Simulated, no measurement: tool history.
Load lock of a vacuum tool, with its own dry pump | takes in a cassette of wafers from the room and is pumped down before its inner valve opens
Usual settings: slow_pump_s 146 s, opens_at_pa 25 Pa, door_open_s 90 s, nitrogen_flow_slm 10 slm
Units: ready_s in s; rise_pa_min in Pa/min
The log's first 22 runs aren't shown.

run    hour  slow_pump_s  opens_at_pa  door_open_s  nitrogen_flow_slm  hours that the pump has run since its overhaul  times that the door has closed on its seal  incoming humidity of the room's air, %  ready_s  rise_pa_min
 23  1972.7          146           21           90                 10                                            3783                                       12618                                    44.5    237.9        0.130
 24  2083.6          146           25          141                 40                                            3894                                       12869                                    44.4    235.5        0.118
 25  2189.9          179           25          141                 40                                            4001                                       13110                                    45.0    264.6        0.125
 26  2307.5          114           25          127                  4                                            4118                                       13377                                    47.5    208.1        0.152
 27  2365.5          162           25          167                  4                                            4176                                       13509                                    48.5    248.3        0.166
 28  2416.3          156           46          204                 10                                            4227                                       13624                                    46.8    236.4        0.161
 29  2522.4          156           46          204                 10                                            4333                                       13864                                    44.6    234.4        0.160
 30  2609.2          156           30           65                  4                                            4420                                       14061                                    46.0    241.8        0.143
 31  2660.9          156           30           65                  4                                            4472                                       14179                                    45.4    241.5        0.144
 32  2747.4           85           32           35                 30                                            4558                                       14375                                    43.6    181.2        0.121
 33  2797.2          146           25           90                 20                                            4608                                       14488                                    46.4    236.4        0.141

Run 34 comes next. What will it give?
 34  2894.2          146           25           90                 20                                            4705                                       14708                                    42.6        ?            ?

Run 34 gave ready_s 237.0 s, rise_pa_min 0.143 Pa/min.
Without the tool's hidden state the same run would have given ready_s 233.9 s, rise_pa_min 0.025 Pa/min.

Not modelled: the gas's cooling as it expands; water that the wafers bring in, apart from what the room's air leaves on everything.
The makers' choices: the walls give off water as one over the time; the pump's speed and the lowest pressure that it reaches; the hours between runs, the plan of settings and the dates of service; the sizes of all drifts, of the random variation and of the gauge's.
